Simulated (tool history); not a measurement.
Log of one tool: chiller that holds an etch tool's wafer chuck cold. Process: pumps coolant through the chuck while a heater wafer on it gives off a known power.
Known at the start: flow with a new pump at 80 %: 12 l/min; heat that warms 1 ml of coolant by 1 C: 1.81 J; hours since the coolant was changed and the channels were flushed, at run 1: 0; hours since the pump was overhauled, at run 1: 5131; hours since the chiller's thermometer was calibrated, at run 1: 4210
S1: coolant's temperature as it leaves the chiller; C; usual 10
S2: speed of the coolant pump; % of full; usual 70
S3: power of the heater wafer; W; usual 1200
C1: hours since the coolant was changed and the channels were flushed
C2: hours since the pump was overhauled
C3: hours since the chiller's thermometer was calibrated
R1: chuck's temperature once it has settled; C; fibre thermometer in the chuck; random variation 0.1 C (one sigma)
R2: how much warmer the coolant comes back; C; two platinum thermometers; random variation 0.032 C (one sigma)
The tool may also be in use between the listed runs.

Run 1, hour 0.0: usual settings; C1 0; C2 5131; C3 4210. Result: R1 22.9 C, R2 3.79 C.
Run 2, hour 100.5: usual settings but S1 12 C; C1 100; C2 5232; C3 4310. Result: R1 24.9 C, R2 3.76 C.
Run 3, hour 231.2: usual settings but S1 12 C; C1 231; C2 5362; C3 4441. Result: R1 24.7 C, R2 3.69 C.
At hour 258.7: chiller's thermometer calibrated.
Run 4, hour 346.6: usual settings but S1 12 C; C1 346; C2 5477; C3 88. Result: R1 25.0 C, R2 3.77 C.
Run 5, hour 433.3: usual settings but S1 12 C; C1 432; C2 5564; C3 175. Result: R1 24.8 C, R2 3.70 C.
Run 6, hour 545.2: usual settings; C1 544; C2 5675; C3 286. Result: R1 22.8 C, R2 3.64 C.
Run 7, hour 611.4: usual settings but S1 11 C; C1 610; C2 5742; C3 353. Result: R1 24.0 C, R2 3.64 C.
Run 8, hour 668.4: usual settings but S1 11 C; C1 667; C2 5799; C3 410. Result: R1 23.9 C, R2 3.68 C.
Run 9, hour 738.4: usual settings but S1 11 C; C1 737; C2 5869; C3 480. Result: R1 23.8 C, R2 3.62 C.
Run 10, hour 812.5: usual settings but S1 16 C, S3 1446 W; C1 812; C2 5943; C3 554. Result: R1 31.5 C, R2 4.35 C.
Run 11, hour 892.3: usual settings but S1 16 C, S2 77 % of full, S3 723 W; C1 891; C2 6023; C3 634. Result: R1 23.1 C, R2 1.91 C.
Run 12, hour 991.0: usual settings but S2 96 % of full, S3 1300 W; C1 990; C2 6121; C3 732. Result: R1 20.7 C, R2 2.83 C.
Run 13, hour 1113.6: usual settings but S2 77 % of full, S3 1223 W; C1 1113; C2 6244; C3 855. Result: R1 22.2 C, R2 3.35 C.
Run 14, hour 1204.8: usual settings but S2 77 % of full, S3 1223 W; C1 1204; C2 6335; C3 946. Result: R1 22.3 C, R2 3.29 C.
Run 15, hour 1278.7: usual settings but S2 72 % of full; C1 1278; C2 6409; C3 1020. Result: R1 22.5 C, R2 3.32 C.
Run 16, hour 1388.2: usual settings but S1 4 C, S2 77 % of full; C1 1387; C2 6518; C3 1130. Result: R1 16.0 C, R2 3.20 C.
Run 17, hour 1460.5: usual settings but S1 20 C, S2 72 % of full; C1 1460; C2 6591; C3 1202. Result: R1 32.6 C, R2 3.33 C.

4 ways to go on from here, each from the tool as it stands after run 17. What would each give?
Run A, hour 1520.3: usual settings but S2 75 % of full; C1 1519; C2 6651; C3 1262. Result: R1 ?, R2 ?.
Run B, hour 1520.3: usual settings but S2 71 % of full; C1 1519; C2 6651; C3 1262. Result: R1 ?, R2 ?.
Run C, hour 1520.3: usual settings but S1 14 C, S3 1690 W; C1 1519; C2 6651; C3 1262. Result: R1 ?, R2 ?.
Run D, hour 1520.3: usual settings but S1 6 C; C1 1519; C2 6651; C3 1262. Result: R1 ?, R2 ?.

run    R1    R2
  A  22.2  3.21
  B  22.9  3.41
  C  32.1  5.06
  D  18.8  3.40
Without the tool's hidden state the same runs would have given:
run    R1    R2
  A  22.2  3.53
  B  22.8  3.73
  C  32.1  5.38
  D  18.8  3.72

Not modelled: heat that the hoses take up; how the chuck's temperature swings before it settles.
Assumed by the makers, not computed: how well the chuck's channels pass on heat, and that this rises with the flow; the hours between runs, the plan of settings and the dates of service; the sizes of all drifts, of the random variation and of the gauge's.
